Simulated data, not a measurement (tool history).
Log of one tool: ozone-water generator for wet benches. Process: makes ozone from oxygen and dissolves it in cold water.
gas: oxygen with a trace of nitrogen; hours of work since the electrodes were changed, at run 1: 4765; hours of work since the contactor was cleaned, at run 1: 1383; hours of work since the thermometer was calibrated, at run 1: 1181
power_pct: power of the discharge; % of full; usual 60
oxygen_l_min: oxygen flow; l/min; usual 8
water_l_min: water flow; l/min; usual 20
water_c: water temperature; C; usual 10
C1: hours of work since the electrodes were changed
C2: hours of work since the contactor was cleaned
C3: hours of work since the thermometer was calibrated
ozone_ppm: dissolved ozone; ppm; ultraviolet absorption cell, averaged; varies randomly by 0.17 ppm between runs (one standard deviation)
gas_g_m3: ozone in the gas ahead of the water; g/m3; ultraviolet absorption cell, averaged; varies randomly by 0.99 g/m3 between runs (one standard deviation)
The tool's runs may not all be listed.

Run 1, hour 0: usual settings; C1 4765; C2 1383; C3 1181. Result: ozone_ppm 17.9 ppm, gas_g_m3 140.9 g/m3.
Run 2, hour 103.1: usual settings; C1 4834; C2 1452; C3 1250. Result: ozone_ppm 17.8 ppm, gas_g_m3 139.4 g/m3.
Run 3, hour 238.5: usual settings; C1 4925; C2 1543; C3 1341. Result: ozone_ppm 17.7 ppm, gas_g_m3 138.9 g/m3.
Run 4, hour 368.1: usual settings; C1 5012; C2 1629; C3 1428. Result: ozone_ppm 17.6 ppm, gas_g_m3 137.9 g/m3.
Run 5, hour 459.2: usual settings; C1 5073; C2 1691; C3 1489. Result: ozone_ppm 17.3 ppm, gas_g_m3 137.4 g/m3.
Run 6, hour 616: usual settings; C1 5178; C2 1796; C3 1594. Result: ozone_ppm 17.3 ppm, gas_g_m3 138.5 g/m3.
Run 7, hour 698.5: usual settings but water_l_min 30 l/min; C1 5234; C2 1851; C3 1649. Result: ozone_ppm 12.7 ppm, gas_g_m3 137.1 g/m3.
Run 8, hour 841.9: usual settings but water_l_min 30 l/min; C1 5330; C2 1947; C3 1745. Result: ozone_ppm 12.6 ppm, gas_g_m3 135.8 g/m3.
Run 9, hour 961.3: usual settings but water_l_min 30 l/min; C1 5410; C2 2027; C3 1825. Result: ozone_ppm 12.8 ppm, gas_g_m3 135.9 g/m3.
Run 10, hour 1137.2: usual settings; C1 5528; C2 2145; C3 1943. Result: ozone_ppm 16.9 ppm, gas_g_m3 136.1 g/m3.
Run 11, hour 1280.8: usual settings; C1 5624; C2 2242; C3 2040. Result: ozone_ppm 16.7 ppm, gas_g_m3 136.3 g/m3.
Run 12, hour 1416.8: usual settings; C1 5715; C2 2333; C3 2131. Result: ozone_ppm 16.7 ppm, gas_g_m3 134.7 g/m3.
Run 13, hour 1545.2: usual settings; C1 5801; C2 2419; C3 2217. Result: ozone_ppm 16.5 ppm, gas_g_m3 132.8 g/m3.
Run 14, hour 1726.9: usual settings; C1 5923; C2 2541; C3 2339. Result: ozone_ppm 16.5 ppm, gas_g_m3 132.6 g/m3.
At hour 1805.7: contactor cleaned.
Run 15, hour 1849.3: usual settings; C1 6003; C2 29; C3 2418. Result: ozone_ppm 17.1 ppm, gas_g_m3 133.3 g/m3.
Run 16, hour 2050.5: usual settings but water_l_min 13 l/min; C1 6138; C2 164; C3 2553. Result: ozone_ppm 22 ppm, gas_g_m3 132.5 g/m3.
Run 17, hour 2153.8: usual settings but power_pct 64 % of full, oxygen_l_min 5.2 l/min, water_l_min 16 l/min, water_c 6 C; C1 6207; C2 233; C3 2622. Result: ozone_ppm 20.6 ppm, gas_g_m3 165.5 g/m3.
Run 18, hour 2349.6: usual settings but power_pct 64 % of full, oxygen_l_min 5.2 l/min, water_l_min 16 l/min, water_c 6 C; C1 6338; C2 365; C3 2754. Result: ozone_ppm 20.4 ppm, gas_g_m3 161.7 g/m3.
Run 19, hour 2462.9: usual settings but power_pct 64 % of full, oxygen_l_min 9.71 l/min, water_l_min 17 l/min, water_c 6 C; C1 6414; C2 441; C3 2830. Result: ozone_ppm 20.5 ppm, gas_g_m3 122.4 g/m3.
Run 20, hour 2556.1: usual settings but power_pct 55 % of full, oxygen_l_min 6.01 l/min, water_l_min 17 l/min, water_c 6 C; C1 6477; C2 503; C3 2892. Result: ozone_ppm 18.7 ppm, gas_g_m3 141.8 g/m3.
Run 21, hour 2686.7: usual settings but power_pct 51 % of full, oxygen_l_min 8.87 l/min, water_l_min 17 l/min, water_c 6 C; C1 6564; C2 591; C3 2980. Result: ozone_ppm 18.3 ppm, gas_g_m3 114.8 g/m3.
Run 22, hour 2793.1: usual settings but power_pct 80 % of full, water_l_min 15 l/min; C1 6636; C2 662; C3 3051. Result: ozone_ppm 22.1 ppm, gas_g_m3 145.5 g/m3.
Run 23, hour 2884.4: usual settings but power_pct 61 % of full, oxygen_l_min 10.39 l/min, water_l_min 18 l/min, water_c 6 C; C1 6697; C2 723; C3 3112. Result: ozone_ppm 18.7 ppm, gas_g_m3 115.6 g/m3.
Run 24, hour 3033: usual settings but oxygen_l_min 11.45 l/min, water_l_min 15 l/min; C1 6796; C2 823; C3 3212. Result: ozone_ppm 19.2 ppm, gas_g_m3 108.1 g/m3.
Run 25, hour 3201.8: usual settings but oxygen_l_min 11.45 l/min, water_l_min 18 l/min; C1 6910; C2 936; C3 3325. Result: ozone_ppm 17.2 ppm, gas_g_m3 107.8 g/m3.
Run 26, hour 3372.2: usual settings but oxygen_l_min 11.45 l/min, water_l_min 18 l/min; C1 7024; C2 1050; C3 3439. Result: ozone_ppm 17.1 ppm, gas_g_m3 106.6 g/m3.
Run 27, hour 3512.1: usual settings but oxygen_l_min 11.45 l/min, water_l_min 18 l/min; C1 7118; C2 1144; C3 3533. Result: ozone_ppm 16.8 ppm, gas_g_m3 106.4 g/m3.
Run 28, hour 3607.9: usual settings but oxygen_l_min 11.45 l/min, water_l_min 18 l/min; C1 7182; C2 1208; C3 3597. Result: ozone_ppm 16.8 ppm, gas_g_m3 105.2 g/m3.
At hour 3658.4: water thermometer calibrated.
Run 29, hour 3704.8: usual settings but oxygen_l_min 11.45 l/min, water_l_min 18 l/min, water_c 16 C; C1 7247; C2 1273; C3 31. Result: ozone_ppm 14.8 ppm, gas_g_m3 106.4 g/m3.
Run 30, hour 3847.7: usual settings but power_pct 100 % of full; C1 7342; C2 1369; C3 127. Result: ozone_ppm 19.3 ppm, gas_g_m3 152.1 g/m3.
Run 31, hour 3962.3: usual settings but power_pct 100 % of full; C1 7419; C2 1446; C3 204. Result: ozone_ppm 19.2 ppm, gas_g_m3 152.1 g/m3.

4 ways to go on from here, each from the tool as it stands after run 31. What would each give?
At hour 3997.6: electrodes of the discharge changed.
Run A, hour 4166.9: usual settings but power_pct 100 % of full, oxygen_l_min 6.17 l/min, water_l_min 24 l/min, water_c 15 C; C1 114; C2 1579; C3 337. Result: ozone_ppm ?, gas_g_m3 ?.
At hour 3997.6: electrodes of the discharge changed.
Run B, hour 4166.9: usual settings but water_l_min 21 l/min, water_c 13 C; C1 114; C2 1579; C3 337. Result: ozone_ppm ?, gas_g_m3 ?.
At hour 3997.6: electrodes of the discharge changed.
Run C, hour 4166.9: usual settings but water_l_min 13 l/min; C1 114; C2 1579; C3 337. Result: ozone_ppm ?, gas_g_m3 ?.
At hour 3997.6: electrodes of the discharge changed.
Run D, hour 4166.9: usual settings but power_pct 42 % of full, oxygen_l_min 9.8 l/min; C1 114; C2 1579; C3 337. Result: ozone_ppm ?, gas_g_m3 ?.

run  ozone_ppm  gas_g_m3
  A       22.9     259.3
  B       19.8     169.4
  C       28.6     171.2
  D       17.5     126.1
Take away the tool's hidden state, keep each run's random variation, and the runs would have read:
run  ozone_ppm  gas_g_m3
  A       23.7     259.1
  B       20.4     169.3
  C       29.5     171.1
  D       18.1       126

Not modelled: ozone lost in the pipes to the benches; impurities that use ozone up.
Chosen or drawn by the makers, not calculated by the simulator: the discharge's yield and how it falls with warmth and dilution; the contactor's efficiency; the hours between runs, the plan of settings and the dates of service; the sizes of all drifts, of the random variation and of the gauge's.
